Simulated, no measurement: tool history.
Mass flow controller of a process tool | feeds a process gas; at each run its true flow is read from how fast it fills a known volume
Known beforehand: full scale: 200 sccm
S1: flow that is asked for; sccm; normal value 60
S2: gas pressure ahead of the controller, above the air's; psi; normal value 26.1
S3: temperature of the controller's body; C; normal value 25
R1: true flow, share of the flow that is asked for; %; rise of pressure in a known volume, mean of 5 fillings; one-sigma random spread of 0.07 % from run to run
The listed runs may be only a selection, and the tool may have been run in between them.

run,day,S1,S2,S3,R1
1,0.000,60,26.1,25,96.90
2,13.467,60,26.1,25,96.82
3,27.596,60,26.1,25,96.75
4,33.567,60,26.1,25,96.56
5,43.154,60,26.1,25,96.60
6,55.725,92,26.1,25,97.70
7,66.292,184,26.1,25,99.53
8,77.862,184,26.1,25,99.37
9,88.812,60,38.4,25,96.95
10,95.804,60,38.4,25,96.79
11,107.654,60,38.4,25,96.78
12,118.950,60,38.4,25,96.58
13,128.867,60,26.1,25,95.97
14,142.358,60,26.1,25,95.86
15,149.708,60,26.1,25,96.04
16,155.742,60,26.1,25,95.85
17,162.504,60,26.1,21,96.26
18,171.454,60,26.1,24,95.75
19,183.867,60,26.1,24,95.81
20,193.742,27,37.6,33,90.12
21,203.567,27,37.6,33,90.00
22,215.421,60,29.3,30,95.02
23,229.575,60,27.3,25,95.41
24,239.567,60,27.3,25,95.29
# day 240.450: controller's zero set anew
25,247.650,123,23.8,36,95.78
26,260.621,123,23.8,36,95.83
27,269.042,123,23.8,36,95.83
28,278.342,21,23.8,22,80.90
29,287.079,21,23.8,22,80.78
# day 288.417: controller's zero set anew, once more
30,301.183,108,33.9,25,100.37
31,314.550,60,26.1,33,98.52
32,326.133,60,26.1,33,98.29
33,338.142,60,26.1,33,98.34
34,348.829,36,26.1,25,98.43
35,360.850,168,26.1,23,100.78
36,369.779,71,26.1,26,99.28
37,376.000,71,26.1,26,98.98

Forecast each of these 3 alternatives for the next run:
A,387.904,60,25.2,25,?
B,387.904,44,21.2,23,?
C,387.904,133,23.9,21,?

run,R1
A,98.77
B,98.20
C,100.35
Without the tool's hidden state the same runs would have given:
run,R1
A,98.44
B,98.27
C,99.42
